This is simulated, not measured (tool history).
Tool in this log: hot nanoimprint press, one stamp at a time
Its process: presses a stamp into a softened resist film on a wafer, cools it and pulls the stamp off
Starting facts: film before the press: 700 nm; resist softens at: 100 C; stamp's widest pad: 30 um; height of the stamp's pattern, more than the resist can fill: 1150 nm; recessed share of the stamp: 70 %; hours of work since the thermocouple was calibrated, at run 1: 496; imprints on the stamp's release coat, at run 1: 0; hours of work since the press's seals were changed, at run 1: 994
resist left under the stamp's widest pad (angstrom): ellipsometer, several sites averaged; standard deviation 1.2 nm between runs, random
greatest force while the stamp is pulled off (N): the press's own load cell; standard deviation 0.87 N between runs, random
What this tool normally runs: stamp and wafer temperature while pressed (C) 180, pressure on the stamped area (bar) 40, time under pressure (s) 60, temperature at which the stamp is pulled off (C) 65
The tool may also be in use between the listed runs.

| run | hour | stamp and wafer temperature while pressed (C) | pressure on the stamped area (bar) | time under pressure (s) | temperature at which the stamp is pulled off (C) | hours of work since the thermocouple was calibrated | imprints on the stamp's release coat | hours of work since the press's seals were changed | resist left under the stamp's widest pad (angstrom) | greatest force while the stamp is pulled off (N) |
|---|---|---|---|---|---|---|---|---|---|---|
| 1 | 0 | 180 | 40 | 60 | 65 | 496 | 0 | 994 | 3097 | 96.7 |
|  | 7.9 | plate thermocouple calibrated |
|  | 32.3 | press's hydraulic seals changed and the load cell set to zero |
| 2 | 59.9 | 190 | 40 | 60 | 65 | 24 | 140 | 15 | 2361 | 102 |
| 3 | 96 | 190 | 40 | 60 | 65 | 44 | 242 | 35 | 2360 | 104.7 |
| 4 | 144.6 | 190 | 40 | 60 | 65 | 71 | 381 | 62 | 2361 | 105.7 |
| 5 | 201.2 | 190 | 40 | 60 | 65 | 102 | 542 | 93 | 2325 | 106.7 |
|  | 259.6 | stamp cleaned and given a new release coat |
| 6 | 272.5 | 190 | 40 | 60 | 65 | 138 | 37 | 129 | 2343 | 99.6 |
| 7 | 319.6 | 190 | 30.3 | 60 | 65 | 164 | 171 | 155 | 2715 | 102 |
| 8 | 392.2 | 180 | 28 | 60 | 65 | 204 | 378 | 195 | 3720 | 102.3 |
| 9 | 432.3 | 180 | 56 | 60 | 65 | 226 | 492 | 217 | 2613 | 106 |
| 10 | 479.9 | 180 | 56 | 60 | 65 | 252 | 628 | 243 | 2615 | 107 |
|  | 512.1 | stamp cleaned and given a new release coat |
| 11 | 557.2 | 180 | 56 | 60 | 65 | 292 | 129 | 283 | 2587 | 99.6 |
| 12 | 599.1 | 180 | 40 | 60 | 65 | 315 | 248 | 306 | 3098 | 101.5 |
| 13 | 641 | 180 | 40 | 60 | 65 | 338 | 368 | 329 | 3083 | 102.2 |
| 14 | 709.9 | 180 | 40 | 60 | 65 | 376 | 564 | 367 | 3077 | 104.1 |
|  | 759.4 | stamp cleaned and given a new release coat |
| 15 | 772.7 | 180 | 53.7 | 60 | 65 | 407 | 38 | 398 | 2630 | 99.1 |
| 16 | 845.6 | 178 | 29 | 60 | 57 | 447 | 246 | 438 | 3791 | 119.5 |
| 17 | 904.8 | 183 | 39.1 | 118 | 54 | 480 | 415 | 471 | 2213 | 129.9 |
|  | 937.7 | plate thermocouple calibrated |
| 18 | 971.7 | 183 | 39.1 | 118 | 54 | 19 | 597 | 506 | 2352 | 137.5 |
|  | 1014.1 | stamp cleaned and given a new release coat |
| 19 | 1046.9 | 170 | 41.7 | 44 | 55 | 57 | 93 | 544 | 4589 | 126.9 |
| 20 | 1110.5 | 188 | 60.7 | 54 | 54 | 92 | 274 | 579 | 2102 | 132.9 |
| 21 | 1143.2 | 182 | 40 | 34 | 60 | 110 | 368 | 597 | 3670 | 118.3 |
| 22 | 1184.6 | 182 | 40 | 35 | 60 | 133 | 486 | 620 | 3635 | 119.4 |
| 23 | 1227.9 | 176 | 39.9 | 76 | 52 | 157 | 609 | 644 | 3319 | 143 |
|  | 1264.6 | stamp cleaned and given a new release coat |
| 24 | 1290.6 | 182 | 33.3 | 90 | 71 | 188 | 75 | 675 | 2850 | 86.9 |
| 25 | 1342 | 179 | 39.9 | 38 | 65 | 216 | 221 | 703 | 3838 | 102.3 |
| 26 | 1398.9 | 171 | 40 | 112 | 65 | 248 | 384 | 735 | 3385 | 104.4 |
| 27 | 1464.1 | 171 | 40 | 112 | 65 | 283 | 569 | 771 | 3385 | 106.2 |
| 28 | 1494.6 | 173 | 40 | 112 | 67 | 300 | 656 | 787 | 3172 | 101.7 |

Pick out some run-to-run changes in resist left under the stamp's widest pad (angstrom). Of each, how much would a tool without hidden state show as well, from the settings, what came in and chance, and how much is left for the hidden state and any gauge scatter not in both results compared?
Unlogged tool condition in this case: true temperature over the reading, C; pressure that arrives at the usual setting, %; grip of the stamp's worn release coat, % over a new coat's; drift of the gauge itself on residual_nm, %; drift of the gauge itself on pull_off_n, %.
Run 1 -> 2: stamp and wafer temperature while pressed (C) 180 -> 190, plate thermocouple calibrated, press's hydraulic seals changed and the load cell set to zero. resist left under the stamp's widest pad (angstrom) -736: hidden state +98, all else -834.
Run 17 -> 18: plate thermocouple calibrated. resist left under the stamp's widest pad (angstrom) +139: hidden state +143, all else -4.
Run 18 -> 19: stamp and wafer temperature while pressed (C) 183 -> 170, pressure on the stamped area (bar) 39.1 -> 41.7, time under pressure (s) 118 -> 44, temperature at which the stamp is pulled off (C) 54 -> 55, stamp cleaned and given a new release coat. resist left under the stamp's widest pad (angstrom) +2237: hidden state -2, all else +2239.
Run 19 -> 20: stamp and wafer temperature while pressed (C) 170 -> 188, pressure on the stamped area (bar) 41.7 -> 60.7, time under pressure (s) 44 -> 54, temperature at which the stamp is pulled off (C) 55 -> 54. resist left under the stamp's widest pad (angstrom) -2487: hidden state +6, all else -2493.

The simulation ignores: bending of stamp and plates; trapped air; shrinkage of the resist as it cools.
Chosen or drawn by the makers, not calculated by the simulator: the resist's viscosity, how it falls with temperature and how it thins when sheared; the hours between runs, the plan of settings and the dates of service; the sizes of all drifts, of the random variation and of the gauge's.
